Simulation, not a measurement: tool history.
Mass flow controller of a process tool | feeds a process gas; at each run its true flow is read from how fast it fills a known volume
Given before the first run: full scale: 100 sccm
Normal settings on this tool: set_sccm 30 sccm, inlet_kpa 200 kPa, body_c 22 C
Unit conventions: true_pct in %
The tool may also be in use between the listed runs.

run 1 hour=0 | set_sccm=30 inlet_kpa=200 body_c=22 | true_pct=98.64
run 2 hour=111.3 | set_sccm=30 inlet_kpa=200 body_c=22 | true_pct=98.6
run 3 hour=260.8 | set_sccm=30 inlet_kpa=200 body_c=22 | true_pct=98.62
run 4 hour=410.5 | set_sccm=30 inlet_kpa=200 body_c=22 | true_pct=98.72
run 5 hour=511 | set_sccm=30 inlet_kpa=200 body_c=22 | true_pct=98.67
run 6 hour=688.5 | set_sccm=30 inlet_kpa=200 body_c=30 | true_pct=98.43
run 7 hour=894.1 | set_sccm=30 inlet_kpa=200 body_c=22 | true_pct=98.65
run 8 hour=1068.3 | set_sccm=30 inlet_kpa=200 body_c=31 | true_pct=98.51
run 9 hour=1189 | set_sccm=30 inlet_kpa=200 body_c=31 | true_pct=98.54
run 10 hour=1387.6 | set_sccm=30 inlet_kpa=200 body_c=31 | true_pct=98.61
run 11 hour=1494.1 | set_sccm=30 inlet_kpa=200 body_c=31 | true_pct=98.47
run 12 hour=1684.7 | set_sccm=30 inlet_kpa=276 body_c=22 | true_pct=98.1
run 13 hour=1842.6 | set_sccm=38 inlet_kpa=276 body_c=22 | true_pct=98.25
run 14 hour=1946.3 | set_sccm=38 inlet_kpa=276 body_c=22 | true_pct=98.3
run 15 hour=2092.9 | set_sccm=29 inlet_kpa=215 body_c=30 | true_pct=98.52
run 16 hour=2199.5 | set_sccm=43 inlet_kpa=189 body_c=21 | true_pct=99.01
run 17 hour=2407.8 | set_sccm=19 inlet_kpa=200 body_c=22 | true_pct=98.57
run 18 hour=2592 | set_sccm=19 inlet_kpa=200 body_c=22 | true_pct=98.38
run 19 hour=2751.1 | set_sccm=19 inlet_kpa=200 body_c=22 | true_pct=98.45
run 20 hour=2864.9 | set_sccm=12 inlet_kpa=177 body_c=36 | true_pct=98.3
run 21 hour=3024.9 | set_sccm=12 inlet_kpa=177 body_c=36 | true_pct=98.08
run 22 hour=3220.1 | set_sccm=37 inlet_kpa=177 body_c=22 | true_pct=99.12
run 23 hour=3408 | set_sccm=37 inlet_kpa=177 body_c=22 | true_pct=99.04
run 24 hour=3544.3 | set_sccm=50 inlet_kpa=270 body_c=24 | true_pct=98.51
run 25 hour=3645.9 | set_sccm=12 inlet_kpa=161 body_c=22 | true_pct=98.69
run 26 hour=3805.8 | set_sccm=15 inlet_kpa=156 body_c=27 | true_pct=98.57
run 27 hour=3925.1 | set_sccm=18 inlet_kpa=200 body_c=39 | true_pct=98.18

Branching from run 27: 3 alternative next runs. What would each branch give?
run A hour=4030.3 | set_sccm=49 inlet_kpa=245 body_c=22 | true_pct=?
run B hour=4030.3 | set_sccm=15 inlet_kpa=206 body_c=28 | true_pct=?
run C hour=4030.3 | set_sccm=44 inlet_kpa=200 body_c=22 | true_pct=?

run=A true_pct=98.78
run=B true_pct=98.33
run=C true_pct=98.93
The same runs, with their run-to-run variation unchanged, on a tool lacking any hidden condition would have given:
run=A true_pct=98.77
run=B true_pct=98.31
run=C true_pct=98.93

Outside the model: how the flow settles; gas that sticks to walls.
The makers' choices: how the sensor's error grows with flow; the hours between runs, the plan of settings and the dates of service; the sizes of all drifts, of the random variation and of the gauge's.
